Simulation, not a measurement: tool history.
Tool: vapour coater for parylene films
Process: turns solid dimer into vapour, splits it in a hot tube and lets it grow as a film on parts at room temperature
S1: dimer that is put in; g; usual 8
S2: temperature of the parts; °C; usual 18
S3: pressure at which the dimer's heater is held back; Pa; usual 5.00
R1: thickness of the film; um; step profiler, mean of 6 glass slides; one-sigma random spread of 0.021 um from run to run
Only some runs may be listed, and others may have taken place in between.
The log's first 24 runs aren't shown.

run,day,S1,S2,S3,R1
25,58.521,8,18,5.00,1.85
26,60.517,8,18,5.00,1.82
27,63.408,8,18,5.00,1.81
28,65.517,8,14,3.89,2.13
29,68.888,4,16,3.93,0.96
# day 69.942: trap's valve overhauled
30,70.646,4,18,5.00,1.01
31,72.138,8,18,3.83,2.08
32,75.404,9,10,3.83,2.89
33,77.246,9,12,3.77,2.72
34,79.262,6,12,7.36,1.54
35,82.488,12,10,7.36,3.19
36,85.417,12,10,7.36,3.21
37,87.783,8,15,2.96,2.29
38,90.879,8,26,5.00,1.56
39,93.996,9,20,5.00,1.98
40,95.954,7,20,5.00,1.54
41,97.996,10,13,5.37,2.55
42,100.554,10,13,5.37,2.53
43,102.371,6,16,3.95,1.48
# day 104.950: trap's valve overhauled
44,104.950,6,16,3.95,1.68
45,107.892,8,16,4.01,2.17
46,110.925,3,18,5.00,0.72

3 options for the next run, each taken on its own from the tool as it stands now. Forecast them:
A,112.946,4,18,3.76,?
B,112.946,3,18,5.00,?
C,112.946,8,20,3.84,?

run,R1
A,1.03
B,0.70
C,1.96
With the hidden condition removed and each run's random variation left untouched, the same runs would have given:
run,R1
A,1.03
B,0.70
C,1.97

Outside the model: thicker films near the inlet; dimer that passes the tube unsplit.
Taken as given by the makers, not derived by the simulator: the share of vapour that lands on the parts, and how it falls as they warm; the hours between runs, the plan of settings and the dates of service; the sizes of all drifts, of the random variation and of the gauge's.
